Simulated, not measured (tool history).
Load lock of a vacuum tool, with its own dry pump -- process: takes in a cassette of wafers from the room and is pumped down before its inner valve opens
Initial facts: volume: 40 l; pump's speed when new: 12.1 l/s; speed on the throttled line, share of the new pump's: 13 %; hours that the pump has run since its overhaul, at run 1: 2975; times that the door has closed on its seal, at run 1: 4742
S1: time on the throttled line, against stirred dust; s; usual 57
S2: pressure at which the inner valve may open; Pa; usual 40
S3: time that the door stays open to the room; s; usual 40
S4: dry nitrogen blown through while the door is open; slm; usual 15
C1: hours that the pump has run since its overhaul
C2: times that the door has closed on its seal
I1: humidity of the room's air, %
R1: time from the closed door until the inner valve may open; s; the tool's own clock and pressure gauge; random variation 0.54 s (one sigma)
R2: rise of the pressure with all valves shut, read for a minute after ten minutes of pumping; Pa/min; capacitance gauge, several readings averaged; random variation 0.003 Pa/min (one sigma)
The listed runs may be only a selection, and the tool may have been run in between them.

Run 1, hour 0: usual settings; C1 2975; C2 4742; I1 45.1. Result: R1 75.5 s, R2 0.035 Pa/min.
Run 2, hour 420.8: usual settings but S2 34 Pa; C1 3395; C2 6702; I1 42.1. Result: R1 75.6 s, R2 0.034 Pa/min.
Run 3, hour 694.2: usual settings but S2 75 Pa; C1 3669; C2 7975; I1 43.2. Result: R1 73.2 s, R2 0.037 Pa/min.
Run 4, hour 1158.1: usual settings but S2 75 Pa; C1 4133; C2 10135; I1 47.1. Result: R1 73.4 s, R2 0.039 Pa/min.
Run 5, hour 1485.5: usual settings; C1 4460; C2 11660; I1 49.7. Result: R1 74.6 s, R2 0.046 Pa/min.
Run 6, hour 1985.6: usual settings; C1 4960; C2 13989; I1 45.7. Result: R1 75.7 s, R2 0.044 Pa/min.
Run 7, hour 2244.8: usual settings but S4 14 slm; C1 5219; C2 15196; I1 46.6. Result: R1 75.5 s, R2 0.044 Pa/min.
Run 8, hour 2701: usual settings but S1 49 s; C1 5676; C2 17321; I1 46.4. Result: R1 67.4 s, R2 0.04 Pa/min.
Run 9, hour 2976.6: usual settings but S4 19 slm; C1 5951; C2 18604; I1 45.7. Result: R1 75.1 s, R2 0.035 Pa/min.
Run 10, hour 3271.6: usual settings; C1 6246; C2 19978; I1 42.6. Result: R1 75.7 s, R2 0.04 Pa/min.
Run 11, hour 3499: usual settings; C1 6474; C2 21037; I1 46.4. Result: R1 74.2 s, R2 0.044 Pa/min.
Run 12, hour 3833.2: usual settings; C1 6808; C2 22594; I1 44.3. Result: R1 75.7 s, R2 0.041 Pa/min.
Run 13, hour 4199.2: usual settings; C1 7174; C2 24298; I1 46.8. Result: R1 74.9 s, R2 0.045 Pa/min.
Run 14, hour 4682.2: usual settings but S3 29 s; C1 7657; C2 26548; I1 44. Result: R1 75 s, R2 0.032 Pa/min.
Run 15, hour 5114.3: usual settings but S2 57 Pa, S3 49 s; C1 8089; C2 28560; I1 42.4. Result: R1 74.5 s, R2 0.041 Pa/min.
Run 16, hour 5404.8: usual settings but S1 90 s, S2 71 Pa; C1 8379; C2 29913; I1 43.4. Result: R1 102.1 s, R2 0.038 Pa/min.
Run 17, hour 5880.3: usual settings but S1 79 s, S2 53 Pa, S3 207 s; C1 8855; C2 32128; I1 46.6. Result: R1 93.1 s, R2 0.125 Pa/min.
Run 18, hour 6191: usual settings but S2 33 Pa, S3 221 s, S4 8 slm; C1 9166; C2 33575; I1 42.1. Result: R1 75.4 s, R2 0.141 Pa/min.
At hour 6271.6: door's seal changed, seat wiped.
Run 19, hour 6552.3: usual settings but S2 76 Pa, S3 66 s, S4 12 slm; C1 9525; C2 1307; I1 45. Result: R1 72.7 s, R2 0.056 Pa/min.
Run 20, hour 6809.2: usual settings but S2 76 Pa, S3 66 s, S4 12 slm; C1 9782; C2 2504; I1 46.2. Result: R1 72.8 s, R2 0.063 Pa/min.
Run 21, hour 7105.5: usual settings but S2 33 Pa, S4 10 slm; C1 10079; C2 3884; I1 43.1. Result: R1 76 s, R2 0.047 Pa/min.
Run 22, hour 7401.9: usual settings but S1 75 s, S2 33 Pa, S3 98 s; C1 10375; C2 5264; I1 44. Result: R1 91.3 s, R2 0.073 Pa/min.
Run 23, hour 7671.1: usual settings but S3 208 s, S4 7 slm; C1 10644; C2 6518; I1 43.1. Result: R1 75.7 s, R2 0.152 Pa/min.
Run 24, hour 8164.6: usual settings but S3 208 s, S4 7 slm; C1 11138; C2 8816; I1 45.7. Result: R1 74.8 s, R2 0.16 Pa/min.
Run 25, hour 8550.2: usual settings but S1 107 s, S2 65 Pa, S3 151 s, S4 31 slm; C1 11523; C2 10612; I1 45.5. Result: R1 117 s, R2 0.076 Pa/min.
Run 26, hour 8910: usual settings but S1 49 s, S3 134 s; C1 11883; C2 12288; I1 45. Result: R1 68.6 s, R2 0.089 Pa/min.
Run 27, hour 9116.2: usual settings but S1 49 s, S3 42 s; C1 12089; C2 13248; I1 40.3. Result: R1 69.1 s, R2 0.037 Pa/min.
Run 28, hour 9540.5: usual settings but S1 33 s, S4 11 slm; C1 12514; C2 15224; I1 43.8. Result: R1 54.6 s, R2 0.047 Pa/min.

Take each entry between the runs: how does the hidden state at the last listed run before it differ from the hidden state at the first listed run after it?
After run 18, before run 19: door's seal changed, seat wiped (hour 6271.6)
  leak at the door's seal, Pa l/s: 0.0038 -> 0.002
  measured minus no-state result, R2: +0.003 -> +0 Pa/min
